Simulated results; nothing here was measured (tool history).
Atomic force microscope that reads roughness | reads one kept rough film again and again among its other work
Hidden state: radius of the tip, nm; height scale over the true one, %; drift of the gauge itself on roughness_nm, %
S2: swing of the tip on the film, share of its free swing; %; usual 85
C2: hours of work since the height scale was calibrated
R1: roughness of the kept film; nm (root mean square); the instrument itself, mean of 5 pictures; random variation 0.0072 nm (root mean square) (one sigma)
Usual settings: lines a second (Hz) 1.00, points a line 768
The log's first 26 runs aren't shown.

run 27 hour=1024.4 | lines_a_second_(Hz)=0.66 S2=78 points_a_line=381 | pictures_with_this_tip=93 C2=87 | R1=1.136
-- hour=1032.8 new tip fitted
run 28 hour=1050.7 | lines_a_second_(Hz)=1.00 S2=85 points_a_line=639 | pictures_with_this_tip=36 C2=104 | R1=1.290
run 29 hour=1082.4 | lines_a_second_(Hz)=1.14 S2=69 points_a_line=747 | pictures_with_this_tip=100 C2=124 | R1=1.081
-- hour=1086.1 new tip fitted
run 30 hour=1114.3 | lines_a_second_(Hz)=1.14 S2=69 points_a_line=747 | pictures_with_this_tip=56 C2=143 | R1=1.283
-- hour=1141.1 new tip fitted
run 31 hour=1143.6 | lines_a_second_(Hz)=1.66 S2=65 points_a_line=366 | pictures_with_this_tip=5 C2=162 | R1=1.454
run 32 hour=1176.2 | lines_a_second_(Hz)=1.66 S2=65 points_a_line=366 | pictures_with_this_tip=71 C2=182 | R1=1.167
-- hour=1193.7 new tip fitted
run 33 hour=1217.1 | lines_a_second_(Hz)=2.30 S2=85 points_a_line=768 | pictures_with_this_tip=47 C2=208 | R1=1.145
-- hour=1248.1 new tip fitted
run 34 hour=1256.0 | lines_a_second_(Hz)=1.95 S2=79 points_a_line=419 | pictures_with_this_tip=16 C2=232 | R1=1.322
run 35 hour=1280.5 | lines_a_second_(Hz)=1.42 S2=65 points_a_line=763 | pictures_with_this_tip=65 C2=247 | R1=1.200
-- hour=1302.3 new tip fitted
run 36 hour=1316.5 | lines_a_second_(Hz)=2.28 S2=60 points_a_line=768 | pictures_with_this_tip=29 C2=270 | R1=1.366
-- hour=1355.0 new tip fitted
run 37 hour=1364.9 | lines_a_second_(Hz)=0.74 S2=89 points_a_line=768 | pictures_with_this_tip=20 C2=300 | R1=1.387
-- hour=1408.4 new tip fitted
run 38 hour=1411.4 | lines_a_second_(Hz)=3.37 S2=78 points_a_line=297 | pictures_with_this_tip=6 C2=329 | R1=1.301

The next listed run, before its measurement:
run 39 hour=1443.6 | lines_a_second_(Hz)=3.37 S2=78 points_a_line=297 | pictures_with_this_tip=71 C2=350 | R1=?

Run 39 gave R1 1.059 nm (root mean square).
Without the tool's hidden state the same run would have given R1 1.334 nm (root mean square).
